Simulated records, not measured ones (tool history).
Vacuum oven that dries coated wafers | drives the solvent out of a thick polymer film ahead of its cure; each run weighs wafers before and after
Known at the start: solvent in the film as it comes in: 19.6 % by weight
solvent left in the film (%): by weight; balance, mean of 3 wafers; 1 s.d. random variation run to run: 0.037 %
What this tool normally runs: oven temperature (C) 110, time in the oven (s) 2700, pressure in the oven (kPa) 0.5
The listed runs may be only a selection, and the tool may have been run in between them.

run   hour  oven temperature (C)  time in the oven (s)  pressure in the oven (kPa)  solvent left in the film (%)
  1      0                   110                  2700                         0.5                          4.39
  2   14.9                   110                  3360                         0.5                           3.3
  3   24.2                   110                  3360                         0.5                          3.27
  4   33.3                   110                  2160                         0.5                          5.63
  5     48                   110                  2700                       1.295                          4.92
  6   58.3                   110                  2700                       1.332                          4.88
  7   72.7                   110                  2700                       1.332                          4.97
  8   87.9                   110                  1380                       1.332                          8.58
  9   94.6                   110                  2700                         0.5                          4.45
 10  110.2                   110                  2700                         0.5                          4.41
 11  117.6                   110                  2700                         0.5                          4.44
 12  124.7                   110                  2700                         0.5                          4.45
 13  133.1                   121                  2700                         0.5                          2.45
 14  145.4                   121                  2700                         0.5                          2.52
     148.4  -- oven's thermocouples calibrated
 15  162.9                   110                  2700                         0.5                          4.45
 16  172.2                   110                  2700                         0.5                          4.38
 17  187.4                   110                  2700                         0.5                          4.48
 18  200.1                   118                  2700                         0.5                             3
     211.6  -- oven's thermocouples calibrated, once more
 19  218.1                   118                  2700                         0.5                          2.89
 20  226.5                   110                  2700                         0.5                          4.31
 21  238.2                   106                  2700                         0.5                          5.16
 22  251.3                   110                  2700                         0.5                           4.3
 23  264.3                   110                  2700                         0.5                          4.32
 24    280                   110                  2700                         0.5                          4.38
 25  289.9                   110                  2700                         0.5                          4.39
 26  300.6                   107                  2700                       0.427                          4.84
 27  312.7                    97                  4680                         0.5                           4.2
 28  324.3                   103                  2700                       1.625                          6.63
 29  335.7                   103                  2700                       1.625                          6.63
 30  347.1                   106                  3240                       0.564                          4.24
 31  358.5                   110                  2820                       0.775                          4.36
 32  364.9                   117                  1680                       1.479                          6.04
 33  373.2                   101                  1320                         0.5                         10.16
 34  382.5                   122                  3180                       1.078                          1.96
 35  391.4                   110                  4140                       1.356                          2.97
 36  402.1                   121                  4140                       0.275                          0.97
 37  417.9                   114                  4140                       0.275                          1.64
 38  426.4                   116                  2700                       1.747                          3.97
 39  442.1                   112                  2700                         0.5                          4.07
 40  452.9                   110                  2700                       1.216                          4.84
 41  461.1                   110                  2580                         0.5                          4.64
 42  475.8                   112                  2580                       1.245                          4.68
 43  489.7                   112                  2580                       1.245                          4.69
 44  499.4                   125                  2700                        1.85                          2.61
 45  510.7                   111                  3720                       1.242                           3.2

What would each run have given without the hidden state, its run-to-run variation left as it was?
Hidden state present: true wafer temperature over the reading, C; true pressure over the reading, kPa; drift of the gauge itself on solvent_pct, %.
run  solvent left in the film (%)
  1                          4.25
  2                          3.15
  3                          3.12
  4                          5.49
  5                          4.77
  6                          4.72
  7                          4.81
  8                          8.46
  9                          4.29
 10                          4.24
 11                          4.28
 12                          4.28
 13                          2.32
 14                          2.39
 15                          4.26
 16                          4.18
 17                          4.28
 18                          2.84
 19                          2.82
 20                          4.22
 21                          5.06
 22                           4.2
 23                          4.22
 24                          4.28
 25                          4.28
 26                          4.73
 27                          3.98
 28                           6.5
 29                          6.49
 30                          4.09
 31                          4.23
 32                          5.96
 33                         10.05
 34                          1.85
 35                          2.81
 36                          0.83
 37                          1.48
 38                          3.85
 39                          3.93
 40                          4.69
 41                          4.49
 42                          4.53
 43                          4.54
 44                           2.5
 45                          3.01
